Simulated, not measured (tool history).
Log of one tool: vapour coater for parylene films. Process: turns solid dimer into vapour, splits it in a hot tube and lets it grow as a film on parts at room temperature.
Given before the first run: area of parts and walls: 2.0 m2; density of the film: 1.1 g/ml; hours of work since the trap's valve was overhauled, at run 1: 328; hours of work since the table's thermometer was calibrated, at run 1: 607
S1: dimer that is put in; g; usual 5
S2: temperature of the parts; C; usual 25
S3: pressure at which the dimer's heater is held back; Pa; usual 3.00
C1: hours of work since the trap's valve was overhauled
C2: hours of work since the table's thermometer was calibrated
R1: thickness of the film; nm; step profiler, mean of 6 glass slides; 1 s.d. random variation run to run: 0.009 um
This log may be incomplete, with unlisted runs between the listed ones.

run 1 hour=0.0 | S1=5 S2=25 S3=3.00 | C1=328 C2=607 | R1=1099
run 2 hour=37.8 | S1=5 S2=25 S3=3.00 | C1=344 C2=623 | R1=1088
run 3 hour=79.1 | S1=5 S2=33 S3=3.00 | C1=361 C2=640 | R1=851
run 4 hour=108.9 | S1=5 S2=33 S3=3.00 | C1=373 C2=652 | R1=844
run 5 hour=140.1 | S1=5 S2=22 S3=3.00 | C1=386 C2=665 | R1=1191
run 6 hour=190.9 | S1=5 S2=22 S3=3.00 | C1=406 C2=685 | R1=1170
run 7 hour=216.6 | S1=5 S2=25 S3=3.00 | C1=417 C2=696 | R1=1079
run 8 hour=263.8 | S1=5 S2=25 S3=3.00 | C1=436 C2=715 | R1=1087
run 9 hour=302.5 | S1=5 S2=25 S3=3.00 | C1=452 C2=731 | R1=1083
run 10 hour=343.4 | S1=5 S2=25 S3=4.63 | C1=468 C2=747 | R1=999
run 11 hour=391.9 | S1=5 S2=25 S3=3.00 | C1=488 C2=767 | R1=1073
run 12 hour=418.4 | S1=5 S2=25 S3=3.00 | C1=499 C2=778 | R1=1078
run 13 hour=452.9 | S1=5 S2=25 S3=3.00 | C1=513 C2=792 | R1=1068
-- hour=466.4 trap's valve overhauled
run 14 hour=494.5 | S1=5 S2=25 S3=3.00 | C1=11 C2=807 | R1=1059
run 15 hour=522.5 | S1=5 S2=25 S3=3.00 | C1=23 C2=819 | R1=1061
run 16 hour=564.9 | S1=5 S2=25 S3=2.98 | C1=40 C2=836 | R1=1048
run 17 hour=606.6 | S1=5 S2=25 S3=2.98 | C1=57 C2=853 | R1=1053
run 18 hour=631.6 | S1=3 S2=25 S3=3.00 | C1=67 C2=863 | R1=633
run 19 hour=662.2 | S1=3 S2=25 S3=3.00 | C1=80 C2=876 | R1=619
run 20 hour=684.0 | S1=5 S2=19 S3=3.00 | C1=89 C2=885 | R1=1253
run 21 hour=724.6 | S1=5 S2=19 S3=3.00 | C1=105 C2=901 | R1=1253
run 22 hour=750.7 | S1=5 S2=32 S3=3.00 | C1=116 C2=912 | R1=847
-- hour=772.4 trap's valve overhauled, once more
run 23 hour=779.4 | S1=5 S2=25 S3=3.00 | C1=3 C2=922 | R1=1108
run 24 hour=830.2 | S1=5 S2=25 S3=3.00 | C1=24 C2=943 | R1=1107
run 25 hour=875.2 | S1=5 S2=25 S3=3.00 | C1=42 C2=961 | R1=1109
run 26 hour=914.2 | S1=6 S2=18 S3=3.70 | C1=58 C2=977 | R1=1594
run 27 hour=962.2 | S1=9 S2=24 S3=2.73 | C1=77 C2=997 | R1=2068
run 28 hour=996.7 | S1=9 S2=24 S3=2.73 | C1=91 C2=1011 | R1=2085
run 29 hour=1029.5 | S1=8 S2=28 S3=3.07 | C1=105 C2=1024 | R1=1601
run 30 hour=1068.8 | S1=8 S2=19 S3=6.95 | C1=121 C2=1040 | R1=1874
run 31 hour=1091.0 | S1=6 S2=19 S3=6.95 | C1=130 C2=1049 | R1=1397
run 32 hour=1116.0 | S1=6 S2=19 S3=6.95 | C1=140 C2=1059 | R1=1386
run 33 hour=1146.5 | S1=6 S2=19 S3=6.95 | C1=153 C2=1072 | R1=1397
run 34 hour=1192.7 | S1=7 S2=34 S3=11.52 | C1=171 C2=1091 | R1=953
run 35 hour=1245.8 | S1=7 S2=34 S3=11.52 | C1=193 C2=1112 | R1=949
run 36 hour=1299.1 | S1=7 S2=34 S3=11.52 | C1=215 C2=1134 | R1=933
run 37 hour=1346.0 | S1=5 S2=25 S3=9.07 | C1=234 C2=1153 | R1=918
run 38 hour=1391.9 | S1=4 S2=27 S3=3.00 | C1=253 C2=1172 | R1=807
run 39 hour=1439.4 | S1=4 S2=27 S3=3.00 | C1=272 C2=1191 | R1=821
run 40 hour=1490.0 | S1=4 S2=27 S3=3.00 | C1=293 C2=1212 | R1=819
run 41 hour=1541.5 | S1=4 S2=27 S3=3.00 | C1=314 C2=1233 | R1=819
run 42 hour=1581.2 | S1=8 S2=25 S3=7.19 | C1=330 C2=1249 | R1=1513
run 43 hour=1603.2 | S1=5 S2=22 S3=4.66 | C1=339 C2=1258 | R1=1097
run 44 hour=1656.4 | S1=5 S2=22 S3=4.66 | C1=361 C2=1280 | R1=1105
run 45 hour=1709.8 | S1=5 S2=25 S3=2.25 | C1=382 C2=1301 | R1=1129
run 46 hour=1763.0 | S1=9 S2=34 S3=9.83 | C1=404 C2=1323 | R1=1206
run 47 hour=1785.2 | S1=9 S2=34 S3=9.83 | C1=413 C2=1332 | R1=1225
run 48 hour=1836.4 | S1=9 S2=34 S3=9.83 | C1=434 C2=1353 | R1=1212

Predict each of these 3 candidate next runs independently; none follows another, all start after run 48:
run A hour=1870.9 | S1=5 S2=36 S3=3.00 | C1=448 C2=1367 | R1=?
run B hour=1870.9 | S1=3 S2=37 S3=3.61 | C1=448 C2=1367 | R1=?
run C hour=1870.9 | S1=5 S2=25 S3=2.20 | C1=448 C2=1367 | R1=?

run=A R1=763
run=B R1=433
run=C R1=1116
Without the tool's hidden state the same runs would have given:
run=A R1=812
run=B R1=461
run=C R1=1188
